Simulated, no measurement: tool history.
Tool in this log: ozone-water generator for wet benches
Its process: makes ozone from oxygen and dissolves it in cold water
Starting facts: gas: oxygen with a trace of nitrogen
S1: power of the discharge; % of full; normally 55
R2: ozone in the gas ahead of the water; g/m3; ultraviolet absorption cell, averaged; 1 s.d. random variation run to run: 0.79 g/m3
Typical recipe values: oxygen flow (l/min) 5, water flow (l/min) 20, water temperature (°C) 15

run 1 hour=0 | S1=55 oxygen_flow_(l/min)=5 water_flow_(l/min)=20 water_temperature_(°C)=15 | dissolved_ozone_(ppm)=11.9 R2=123.3
run 2 hour=25.4 | S1=55 oxygen_flow_(l/min)=5 water_flow_(l/min)=16 water_temperature_(°C)=15 | dissolved_ozone_(ppm)=14.1 R2=121.7
run 3 hour=71.7 | S1=55 oxygen_flow_(l/min)=5 water_flow_(l/min)=16 water_temperature_(°C)=15 | dissolved_ozone_(ppm)=13.9 R2=122.1
run 4 hour=108.6 | S1=55 oxygen_flow_(l/min)=5 water_flow_(l/min)=20 water_temperature_(°C)=15 | dissolved_ozone_(ppm)=11.9 R2=123.2
run 5 hour=141.6 | S1=55 oxygen_flow_(l/min)=5 water_flow_(l/min)=20 water_temperature_(°C)=12 | dissolved_ozone_(ppm)=12.3 R2=121.7
run 6 hour=172 | S1=55 oxygen_flow_(l/min)=5 water_flow_(l/min)=20 water_temperature_(°C)=12 | dissolved_ozone_(ppm)=12.3 R2=121.3
run 7 hour=210.6 | S1=77 oxygen_flow_(l/min)=5 water_flow_(l/min)=20 water_temperature_(°C)=12 | dissolved_ozone_(ppm)=15.3 R2=153.2
run 8 hour=246.1 | S1=77 oxygen_flow_(l/min)=5 water_flow_(l/min)=20 water_temperature_(°C)=12 | dissolved_ozone_(ppm)=15.5 R2=152.7
run 9 hour=291.5 | S1=56 oxygen_flow_(l/min)=5 water_flow_(l/min)=20 water_temperature_(°C)=12 | dissolved_ozone_(ppm)=12.3 R2=121.8
run 10 hour=329.1 | S1=91 oxygen_flow_(l/min)=4.01 water_flow_(l/min)=12 water_temperature_(°C)=12 | dissolved_ozone_(ppm)=24 R2=183.6
run 11 hour=362.6 | S1=91 oxygen_flow_(l/min)=4.01 water_flow_(l/min)=12 water_temperature_(°C)=12 | dissolved_ozone_(ppm)=23.8 R2=183
run 12 hour=393.5 | S1=54 oxygen_flow_(l/min)=7.07 water_flow_(l/min)=16 water_temperature_(°C)=14 | dissolved_ozone_(ppm)=15 R2=108
run 13 hour=424.7 | S1=54 oxygen_flow_(l/min)=7.07 water_flow_(l/min)=16 water_temperature_(°C)=14 | dissolved_ozone_(ppm)=14.7 R2=106.5
run 14 hour=459.6 | S1=100 oxygen_flow_(l/min)=2.87 water_flow_(l/min)=17 water_temperature_(°C)=14 | dissolved_ozone_(ppm)=17.2 R2=217
run 15 hour=488.4 | S1=55 oxygen_flow_(l/min)=3.36 water_flow_(l/min)=21 water_temperature_(°C)=21 | dissolved_ozone_(ppm)=9.3 R2=137.9
run 16 hour=530.6 | S1=75 oxygen_flow_(l/min)=4.02 water_flow_(l/min)=23 water_temperature_(°C)=15 | dissolved_ozone_(ppm)=11.9 R2=160.3
run 17 hour=550.6 | S1=75 oxygen_flow_(l/min)=4.02 water_flow_(l/min)=23 water_temperature_(°C)=15 | dissolved_ozone_(ppm)=12.2 R2=158.3
run 18 hour=592.9 | S1=75 oxygen_flow_(l/min)=4.02 water_flow_(l/min)=23 water_temperature_(°C)=15 | dissolved_ozone_(ppm)=11.9 R2=159.6

Forecast each of these 3 alternatives for the next run:
run A hour=615.5 | S1=56 oxygen_flow_(l/min)=3.05 water_flow_(l/min)=19 water_temperature_(°C)=15 | dissolved_ozone_(ppm)=? R2=?
run B hour=615.5 | S1=60 oxygen_flow_(l/min)=2.68 water_flow_(l/min)=23 water_temperature_(°C)=11 | dissolved_ozone_(ppm)=? R2=?
run C hour=615.5 | S1=55 oxygen_flow_(l/min)=5 water_flow_(l/min)=26 water_temperature_(°C)=15 | dissolved_ozone_(ppm)=? R2=?

run=A dissolved_ozone_(ppm)=10.5 R2=143.8
run=B dissolved_ozone_(ppm)=9.1 R2=157.5
run=C dissolved_ozone_(ppm)=9.4 R2=119.7
Stripped of hidden state, with their random variation kept, the same runs would have yielded:
run=A dissolved_ozone_(ppm)=11.4 R2=145.9
run=B dissolved_ozone_(ppm)=9.9 R2=159.9
run=C dissolved_ozone_(ppm)=10.2 R2=121.4

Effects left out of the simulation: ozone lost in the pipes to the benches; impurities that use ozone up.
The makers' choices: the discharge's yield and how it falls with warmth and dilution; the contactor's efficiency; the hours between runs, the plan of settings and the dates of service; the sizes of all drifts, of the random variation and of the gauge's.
